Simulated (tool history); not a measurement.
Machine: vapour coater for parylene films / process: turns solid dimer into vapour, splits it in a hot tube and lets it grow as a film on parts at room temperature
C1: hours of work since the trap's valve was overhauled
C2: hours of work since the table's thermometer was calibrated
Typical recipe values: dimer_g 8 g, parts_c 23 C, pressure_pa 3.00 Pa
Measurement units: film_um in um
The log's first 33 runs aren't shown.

run 34 day=50.388 | dimer_g=4 parts_c=31 pressure_pa=3.00 | C1=281 C2=1847 | film_um=0.88
run 35 day=51.612 | dimer_g=3 parts_c=17 pressure_pa=3.00 | C1=299 C2=1864 | film_um=0.92
run 36 day=53.038 | dimer_g=3 parts_c=17 pressure_pa=3.00 | C1=319 C2=1885 | film_um=0.97
run 37 day=54.500 | dimer_g=9 parts_c=23 pressure_pa=3.48 | C1=341 C2=1907 | film_um=2.35
run 38 day=56.421 | dimer_g=9 parts_c=23 pressure_pa=3.48 | C1=369 C2=1935 | film_um=2.31
-- day=56.596 table's thermometer calibrated
run 39 day=57.425 | dimer_g=8 parts_c=28 pressure_pa=3.48 | C1=383 C2=12 | film_um=1.75
run 40 day=58.571 | dimer_g=8 parts_c=17 pressure_pa=3.10 | C1=399 C2=29 | film_um=2.48
run 41 day=60.633 | dimer_g=8 parts_c=17 pressure_pa=3.10 | C1=430 C2=59 | film_um=2.47
run 42 day=62.275 | dimer_g=8 parts_c=32 pressure_pa=3.09 | C1=453 C2=83 | film_um=1.64

Forecast each of these 4 alternatives for the next run:
run A day=63.267 | dimer_g=13 parts_c=25 pressure_pa=3.09 | C1=468 C2=97 | film_um=?
run B day=63.267 | dimer_g=8 parts_c=23 pressure_pa=7.24 | C1=468 C2=97 | film_um=?
run C day=63.267 | dimer_g=4 parts_c=23 pressure_pa=3.00 | C1=468 C2=97 | film_um=?
run D day=63.267 | dimer_g=8 parts_c=32 pressure_pa=7.02 | C1=468 C2=97 | film_um=?

run=A film_um=3.09
run=B film_um=1.81
run=C film_um=1.09
run=D film_um=1.44
Without the tool's unlogged condition, the same runs would have read:
run=A film_um=3.44
run=B film_um=2.01
run=C film_um=1.20
run=D film_um=1.60

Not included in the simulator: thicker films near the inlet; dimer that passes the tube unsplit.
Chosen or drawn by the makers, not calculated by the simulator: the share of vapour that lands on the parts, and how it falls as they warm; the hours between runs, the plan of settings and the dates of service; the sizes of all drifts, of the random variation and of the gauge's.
